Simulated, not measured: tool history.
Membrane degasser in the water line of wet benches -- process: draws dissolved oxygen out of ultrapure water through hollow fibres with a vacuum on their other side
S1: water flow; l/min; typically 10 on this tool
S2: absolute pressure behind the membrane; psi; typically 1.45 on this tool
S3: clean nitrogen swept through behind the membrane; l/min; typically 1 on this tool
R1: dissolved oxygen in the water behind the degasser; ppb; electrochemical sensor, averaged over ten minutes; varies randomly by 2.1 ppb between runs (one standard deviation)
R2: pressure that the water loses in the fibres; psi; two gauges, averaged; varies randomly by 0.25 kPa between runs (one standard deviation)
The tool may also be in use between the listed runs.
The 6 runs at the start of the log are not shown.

Run 7, day 47.208: usual settings but S1 6 l/min. Result: R1 115.3 ppb, R2 6.064 psi.
Run 8, day 56.908: usual settings but S3 1.81 l/min. Result: R1 150.9 ppb, R2 10.187 psi.
Run 9, day 62.35: usual settings but S3 1.81 l/min. Result: R1 152.3 ppb, R2 10.176 psi.
Run 10, day 73.479: usual settings but S1 14 l/min. Result: R1 368.3 ppb, R2 14.296 psi.
Run 11, day 83.925: usual settings but S1 14 l/min. Result: R1 374 ppb, R2 14.375 psi.
Run 12, day 94.417: usual settings but S1 14 l/min. Result: R1 374.3 ppb, R2 14.317 psi.
Run 13, day 102.792: usual settings but S1 14 l/min. Result: R1 370.8 ppb, R2 14.278 psi.
Run 14, day 114.208: usual settings but S2 1.04 psi. Result: R1 156.3 ppb, R2 10.209 psi.
Run 15, day 120.721: usual settings but S2 1.04 psi. Result: R1 159.6 ppb, R2 10.23 psi.
Run 16, day 131.458: usual settings but S2 1.04 psi. Result: R1 161.1 ppb, R2 10.231 psi.
Run 17, day 137.925: usual settings but S2 3.38 psi, S3 2.03 l/min. Result: R1 309.8 ppb, R2 10.28 psi.
Run 18, day 143.121: usual settings but S2 3.38 psi, S3 2.03 l/min. Result: R1 308.3 ppb, R2 10.227 psi.
Run 19, day 151.75: usual settings but S3 1.66 l/min. Result: R1 165.5 ppb, R2 10.317 psi.
Run 20, day 157.854: usual settings but S1 8 l/min, S2 1.33 psi, S3 1.03 l/min. Result: R1 153 ppb, R2 8.258 psi.
At day 158.5: seals of the vacuum lines changed.
Run 21, day 166.733: usual settings but S1 12 l/min, S2 2.86 psi. Result: R1 543.7 ppb, R2 12.457 psi.
Run 22, day 177.583: usual settings but S1 12 l/min, S2 2.86 psi. Result: R1 540.7 ppb, R2 12.433 psi.
At day 178.162: vacuum gauge calibrated.
Run 23, day 182.429: usual settings but S2 1.52 psi. Result: R1 239.6 ppb, R2 10.334 psi.
Run 24, day 190.942: usual settings but S2 2.81 psi, S3 1.79 l/min. Result: R1 279.9 ppb, R2 10.335 psi.
Run 25, day 200.346: usual settings but S1 7 l/min, S2 1.32 psi, S3 1.24 l/min. Result: R1 103.3 ppb, R2 7.269 psi.
Run 26, day 210.667: usual settings but S1 8 l/min, S2 3.32 psi, S3 2.78 l/min. Result: R1 172.1 ppb, R2 8.264 psi.
Run 27, day 219.475: usual settings but S1 7 l/min, S3 0.65 l/min. Result: R1 202.5 ppb, R2 7.258 psi.
Run 28, day 225.312: usual settings but S1 7 l/min, S3 0.65 l/min. Result: R1 199.9 ppb, R2 7.25 psi.

Run 29 is up next; what results do you expect?
Run 29, day 235.146: usual settings but S3 0.92 l/min. Result: R1 ?, R2 ?.

R1: 242.7 ppb
R2: 10.347 psi
Minus the tool's unlogged condition, the same run would have read R1 214.1 ppb, R2 9.852 psi.

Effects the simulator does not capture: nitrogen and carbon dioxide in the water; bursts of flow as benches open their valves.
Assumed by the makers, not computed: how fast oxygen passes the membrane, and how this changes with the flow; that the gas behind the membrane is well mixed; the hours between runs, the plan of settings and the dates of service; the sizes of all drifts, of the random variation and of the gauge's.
